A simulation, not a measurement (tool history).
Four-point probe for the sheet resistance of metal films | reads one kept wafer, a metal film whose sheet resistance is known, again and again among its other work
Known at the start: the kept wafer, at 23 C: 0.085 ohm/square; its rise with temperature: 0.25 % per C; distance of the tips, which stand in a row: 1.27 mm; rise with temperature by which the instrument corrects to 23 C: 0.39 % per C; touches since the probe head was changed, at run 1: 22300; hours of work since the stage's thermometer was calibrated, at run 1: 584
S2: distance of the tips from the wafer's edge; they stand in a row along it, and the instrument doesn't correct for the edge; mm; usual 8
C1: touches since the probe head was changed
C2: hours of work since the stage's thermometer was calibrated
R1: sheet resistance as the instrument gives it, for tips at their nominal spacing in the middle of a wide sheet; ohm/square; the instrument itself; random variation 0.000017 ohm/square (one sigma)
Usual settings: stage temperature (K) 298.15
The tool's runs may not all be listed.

{"run": 1, "day": 0.0, "stage temperature (K)": 298.15, "S2": 8, "C1": 22300, "C2": 584, "R1": 0.086185}
{"run": 2, "day": 0.904, "stage temperature (K)": 298.15, "S2": 8, "C1": 22943, "C2": 593, "R1": 0.086156}
{"run": 3, "day": 1.708, "stage temperature (K)": 298.15, "S2": 8, "C1": 23514, "C2": 601, "R1": 0.086183}
{"run": 4, "day": 2.396, "stage temperature (K)": 298.15, "S2": 8, "C1": 24003, "C2": 607, "R1": 0.086191}
{"run": 5, "day": 3.404, "stage temperature (K)": 298.15, "S2": 8, "C1": 24721, "C2": 617, "R1": 0.086187}
{"run": 6, "day": 3.979, "stage temperature (K)": 298.15, "S2": 8, "C1": 25129, "C2": 623, "R1": 0.08623}
{"run": 7, "day": 4.529, "stage temperature (K)": 298.15, "S2": 8, "C1": 25522, "C2": 628, "R1": 0.086191}
{"run": 8, "day": 5.188, "stage temperature (K)": 295.15, "S2": 8, "C1": 25990, "C2": 634, "R1": 0.086562}
{"run": 9, "day": 5.925, "stage temperature (K)": 295.15, "S2": 8, "C1": 26514, "C2": 641, "R1": 0.086575}
{"run": 10, "day": 6.867, "stage temperature (K)": 292.15, "S2": 8, "C1": 27182, "C2": 651, "R1": 0.086932}
{"run": 11, "day": 8.017, "stage temperature (K)": 298.15, "S2": 27, "C1": 28000, "C2": 662, "R1": 0.085145}
{"run": 12, "day": 9.05, "stage temperature (K)": 298.15, "S2": 8, "C1": 28737, "C2": 672, "R1": 0.086189}
{"run": 13, "day": 9.767, "stage temperature (K)": 298.15, "S2": 8, "C1": 29246, "C2": 679, "R1": 0.086171}
{"run": 14, "day": 10.567, "stage temperature (K)": 306.15, "S2": 8, "C1": 29816, "C2": 686, "R1": 0.085239}
{"run": 15, "day": 11.096, "stage temperature (K)": 306.15, "S2": 8, "C1": 30191, "C2": 691, "R1": 0.085262}
{"run": 16, "day": 12.221, "stage temperature (K)": 298.15, "S2": 8, "C1": 30991, "C2": 702, "R1": 0.086161}
{"day": 12.342, "done": "stage's thermometer calibrated"}
{"run": 17, "day": 12.754, "stage temperature (K)": 291.15, "S2": 8, "C1": 31354, "C2": 4, "R1": 0.087043}
{"run": 18, "day": 13.654, "stage temperature (K)": 306.15, "S2": 8, "C1": 31994, "C2": 13, "R1": 0.085281}
{"run": 19, "day": 14.2, "stage temperature (K)": 298.15, "S2": 8, "C1": 32384, "C2": 18, "R1": 0.086195}
{"run": 20, "day": 14.754, "stage temperature (K)": 306.15, "S2": 8, "C1": 32778, "C2": 23, "R1": 0.085252}
{"day": 15.0, "done": "stage's thermometer calibrated, once more"}
{"run": 21, "day": 15.533, "stage temperature (K)": 292.15, "S2": 8, "C1": 33316, "C2": 5, "R1": 0.086906}
{"run": 22, "day": 16.442, "stage temperature (K)": 298.15, "S2": 3, "C1": 33963, "C2": 14, "R1": 0.092448}
{"run": 23, "day": 17.208, "stage temperature (K)": 298.15, "S2": 3, "C1": 34506, "C2": 21, "R1": 0.092456}
{"run": 24, "day": 17.717, "stage temperature (K)": 295.15, "S2": 7, "C1": 34868, "C2": 26, "R1": 0.086853}
{"run": 25, "day": 18.542, "stage temperature (K)": 296.15, "S2": 53, "C1": 35457, "C2": 34, "R1": 0.085284}
{"run": 26, "day": 19.738, "stage temperature (K)": 303.15, "S2": 8, "C1": 36307, "C2": 46, "R1": 0.085562}
{"run": 27, "day": 20.254, "stage temperature (K)": 294.15, "S2": 8, "C1": 36673, "C2": 51, "R1": 0.086639}
{"run": 28, "day": 21.379, "stage temperature (K)": 303.15, "S2": 11, "C1": 37474, "C2": 62, "R1": 0.085032}
{"run": 29, "day": 22.379, "stage temperature (K)": 293.15, "S2": 9, "C1": 38186, "C2": 71, "R1": 0.086565}
{"run": 30, "day": 23.012, "stage temperature (K)": 296.15, "S2": 65, "C1": 38635, "C2": 77, "R1": 0.085276}
{"run": 31, "day": 23.883, "stage temperature (K)": 296.15, "S2": 65, "C1": 39254, "C2": 86, "R1": 0.085248}
{"run": 32, "day": 24.533, "stage temperature (K)": 302.15, "S2": 64, "C1": 39716, "C2": 92, "R1": 0.084574}
{"run": 33, "day": 25.638, "stage temperature (K)": 295.15, "S2": 35, "C1": 40502, "C2": 103, "R1": 0.085453}
{"run": 34, "day": 26.329, "stage temperature (K)": 295.15, "S2": 35, "C1": 40992, "C2": 109, "R1": 0.08544}
{"run": 35, "day": 27.183, "stage temperature (K)": 295.15, "S2": 35, "C1": 41602, "C2": 118, "R1": 0.085457}
{"run": 36, "day": 28.217, "stage temperature (K)": 295.15, "S2": 35, "C1": 42336, "C2": 128, "R1": 0.085443}
{"run": 37, "day": 28.921, "stage temperature (K)": 292.15, "S2": 57, "C1": 42837, "C2": 134, "R1": 0.085785}
{"run": 38, "day": 29.929, "stage temperature (K)": 306.15, "S2": 3, "C1": 43553, "C2": 144, "R1": 0.091421}
{"run": 39, "day": 30.679, "stage temperature (K)": 294.15, "S2": 21, "C1": 44087, "C2": 151, "R1": 0.085669}
{"run": 40, "day": 31.808, "stage temperature (K)": 294.15, "S2": 21, "C1": 44888, "C2": 162, "R1": 0.085668}
{"run": 41, "day": 32.446, "stage temperature (K)": 294.15, "S2": 21, "C1": 45343, "C2": 168, "R1": 0.085636}
{"run": 42, "day": 33.604, "stage temperature (K)": 294.15, "S2": 21, "C1": 46166, "C2": 179, "R1": 0.085618}
{"run": 43, "day": 34.662, "stage temperature (K)": 308.15, "S2": 3, "C1": 46919, "C2": 190, "R1": 0.091173}
{"run": 44, "day": 35.725, "stage temperature (K)": 297.15, "S2": 39, "C1": 47676, "C2": 200, "R1": 0.085169}
{"run": 45, "day": 36.446, "stage temperature (K)": 303.15, "S2": 8, "C1": 48186, "C2": 207, "R1": 0.085545}
{"run": 46, "day": 37.304, "stage temperature (K)": 303.15, "S2": 8, "C1": 48798, "C2": 215, "R1": 0.085574}

Forecast each of these 3 alternatives for the next run:
{"run": "A", "day": 38.379, "stage temperature (K)": 296.15, "S2": 5, "C1": 49562, "C2": 226, "R1": "?"}
{"run": "B", "day": 38.379, "stage temperature (K)": 292.15, "S2": 23, "C1": 49562, "C2": 226, "R1": "?"}
{"run": "C", "day": 38.379, "stage temperature (K)": 304.15, "S2": 58, "C1": 49562, "C2": 226, "R1": "?"}

run=A R1=0.088078
run=B R1=0.085862
run=C R1=0.084336
Without the tool's hidden state the same runs would have given:
run=A R1=0.087833
run=B R1=0.085622
run=C R1=0.084101
